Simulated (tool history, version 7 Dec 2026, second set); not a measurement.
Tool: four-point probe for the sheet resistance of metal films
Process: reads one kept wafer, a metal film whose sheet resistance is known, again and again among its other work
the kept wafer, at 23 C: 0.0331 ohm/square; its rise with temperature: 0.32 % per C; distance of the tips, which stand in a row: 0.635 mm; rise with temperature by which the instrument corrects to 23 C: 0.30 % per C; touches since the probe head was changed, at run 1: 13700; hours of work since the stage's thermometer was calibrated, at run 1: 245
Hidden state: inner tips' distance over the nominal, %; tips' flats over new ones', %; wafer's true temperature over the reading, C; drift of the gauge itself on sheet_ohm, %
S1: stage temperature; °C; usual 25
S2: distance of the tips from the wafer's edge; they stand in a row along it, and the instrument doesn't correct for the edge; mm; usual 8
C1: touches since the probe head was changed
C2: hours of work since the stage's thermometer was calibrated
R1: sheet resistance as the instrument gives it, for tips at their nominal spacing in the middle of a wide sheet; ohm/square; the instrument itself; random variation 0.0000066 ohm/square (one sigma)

run	day	S1	S2	C1	C2	R1
1	0	25	8	13700	245	0.033234
2	1.567	25	8	14617	261	0.033223
3	4.392	25	8	16273	291	0.033228
4	5.867	23	8	17136	306	0.033203
5	7.375	23	8	18020	322	0.033205
6	9.696	25	3	19379	346	0.033888
7	11.421	24	3	20389	364	0.033879
8	13.104	19	5	21375	382	0.033343
9	15.204	28	8	22605	404	0.033258
10	17.808	28	8	24130	431	0.033264
11	19.238	22	37	24967	446	0.033102
12	20.933	22	37	25960	464	0.033096
13	23.854	27	4	27673	494	0.033577
14	25.833	27	23	28831	515	0.033155

Forecast each of these 5 alternatives for the next run:
A	27.729	21	7	29942	535	?
B	27.729	30	7	29942	535	?
C	27.729	32	23	29942	535	?
D	27.729	21	9	29942	535	?
E	27.729	21	4	29942	535	?

run	R1
A	0.033227
B	0.033314
C	0.03319
D	0.033178
E	0.033527
Without the tool's hidden state the same runs would have given:
run	R1
A	0.033229
B	0.033316
C	0.033192
D	0.03318
E	0.033529

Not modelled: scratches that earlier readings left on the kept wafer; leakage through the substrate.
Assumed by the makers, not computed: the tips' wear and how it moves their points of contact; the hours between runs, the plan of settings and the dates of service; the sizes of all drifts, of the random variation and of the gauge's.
